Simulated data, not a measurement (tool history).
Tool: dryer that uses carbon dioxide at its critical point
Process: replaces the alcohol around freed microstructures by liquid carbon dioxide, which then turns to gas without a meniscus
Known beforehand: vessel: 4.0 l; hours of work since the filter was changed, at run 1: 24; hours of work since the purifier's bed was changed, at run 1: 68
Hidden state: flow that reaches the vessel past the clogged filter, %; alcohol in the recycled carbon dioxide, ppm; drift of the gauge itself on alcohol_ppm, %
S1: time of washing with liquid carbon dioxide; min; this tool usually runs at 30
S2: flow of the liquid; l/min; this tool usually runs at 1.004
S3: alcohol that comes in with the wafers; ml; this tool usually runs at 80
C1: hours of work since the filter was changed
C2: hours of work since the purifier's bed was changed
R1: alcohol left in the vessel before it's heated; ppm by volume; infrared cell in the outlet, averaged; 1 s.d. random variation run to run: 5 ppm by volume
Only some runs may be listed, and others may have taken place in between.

{"run": 1, "hour": 0.0, "S1": 30, "S2": 1.004, "S3": 80, "C1": 24, "C2": 68, "R1": 51}
{"run": 2, "hour": 9.1, "S1": 30, "S2": 1.004, "S3": 80, "C1": 29, "C2": 72, "R1": 45}
{"run": 3, "hour": 14.3, "S1": 30, "S2": 1.004, "S3": 80, "C1": 31, "C2": 75, "R1": 60}
{"run": 4, "hour": 20.7, "S1": 30, "S2": 1.004, "S3": 80, "C1": 34, "C2": 78, "R1": 52}
{"run": 5, "hour": 26.3, "S1": 30, "S2": 1.54, "S3": 80, "C1": 37, "C2": 80, "R1": 24}
{"run": 6, "hour": 36.7, "S1": 30, "S2": 1.54, "S3": 80, "C1": 42, "C2": 86, "R1": 14}
{"run": 7, "hour": 44.6, "S1": 30, "S2": 0.92, "S3": 80, "C1": 46, "C2": 89, "R1": 77}
{"run": 8, "hour": 55.9, "S1": 30, "S2": 0.92, "S3": 80, "C1": 52, "C2": 95, "R1": 92}
{"run": 9, "hour": 60.8, "S1": 30, "S2": 0.6, "S3": 80, "C1": 54, "C2": 97, "R1": 491}
{"run": 10, "hour": 67.8, "S1": 30, "S2": 0.6, "S3": 80, "C1": 58, "C2": 101, "R1": 489}
{"run": 11, "hour": 76.1, "S1": 30, "S2": 0.6, "S3": 97, "C1": 62, "C2": 105, "R1": 606}
{"run": 12, "hour": 86.3, "S1": 30, "S2": 0.6, "S3": 97, "C1": 67, "C2": 110, "R1": 620}
{"run": 13, "hour": 91.2, "S1": 40, "S2": 1.004, "S3": 80, "C1": 69, "C2": 112, "R1": 39}
{"run": 14, "hour": 99.0, "S1": 40, "S2": 1.004, "S3": 39, "C1": 73, "C2": 116, "R1": 30}
{"run": 15, "hour": 107.3, "S1": 40, "S2": 1.004, "S3": 39, "C1": 77, "C2": 120, "R1": 29}
{"run": 16, "hour": 115.2, "S1": 30, "S2": 1.004, "S3": 80, "C1": 81, "C2": 124, "R1": 64}
{"run": 17, "hour": 121.1, "S1": 30, "S2": 1.004, "S3": 80, "C1": 84, "C2": 127, "R1": 77}
{"run": 18, "hour": 130.2, "S1": 30, "S2": 1.004, "S3": 80, "C1": 88, "C2": 132, "R1": 75}
{"run": 19, "hour": 141.4, "S1": 30, "S2": 1.004, "S3": 80, "C1": 94, "C2": 137, "R1": 93}
{"run": 20, "hour": 147.1, "S1": 21, "S2": 1.05, "S3": 26, "C1": 97, "C2": 140, "R1": 109}
{"run": 21, "hour": 153.3, "S1": 21, "S2": 1.05, "S3": 26, "C1": 100, "C2": 143, "R1": 111}
{"run": 22, "hour": 163.8, "S1": 21, "S2": 1.05, "S3": 26, "C1": 105, "C2": 148, "R1": 111}
{"run": 23, "hour": 172.7, "S1": 31, "S2": 0.92, "S3": 96, "C1": 109, "C2": 153, "R1": 124}
{"run": 24, "hour": 183.4, "S1": 22, "S2": 1.68, "S3": 26, "C1": 114, "C2": 158, "R1": 41}
{"run": 25, "hour": 191.5, "S1": 44, "S2": 1.2, "S3": 68, "C1": 118, "C2": 162, "R1": 46}
{"run": 26, "hour": 200.2, "S1": 33, "S2": 0.75, "S3": 33, "C1": 123, "C2": 166, "R1": 113}
{"run": 27, "hour": 206.6, "S1": 33, "S2": 1.01, "S3": 102, "C1": 126, "C2": 169, "R1": 82}
{"run": 28, "hour": 218.2, "S1": 32, "S2": 1.01, "S3": 48, "C1": 132, "C2": 175, "R1": 66}
{"run": 29, "hour": 229.2, "S1": 22, "S2": 1.004, "S3": 66, "C1": 137, "C2": 180, "R1": 275}
{"run": 30, "hour": 238.0, "S1": 23, "S2": 0.66, "S3": 69, "C1": 141, "C2": 185, "R1": 984}

Run 31, settings as shown, results not yet in. Your forecast:
{"run": 31, "hour": 246.0, "S1": 32, "S2": 1.18, "S3": 72, "C1": 145, "C2": 189, "R1": "?"}

Run 31 came out at R1 58 ppm by volume.
Take away the tool's hidden state, keep the run-to-run variation as it was, and the same run would have given R1 8 ppm by volume.

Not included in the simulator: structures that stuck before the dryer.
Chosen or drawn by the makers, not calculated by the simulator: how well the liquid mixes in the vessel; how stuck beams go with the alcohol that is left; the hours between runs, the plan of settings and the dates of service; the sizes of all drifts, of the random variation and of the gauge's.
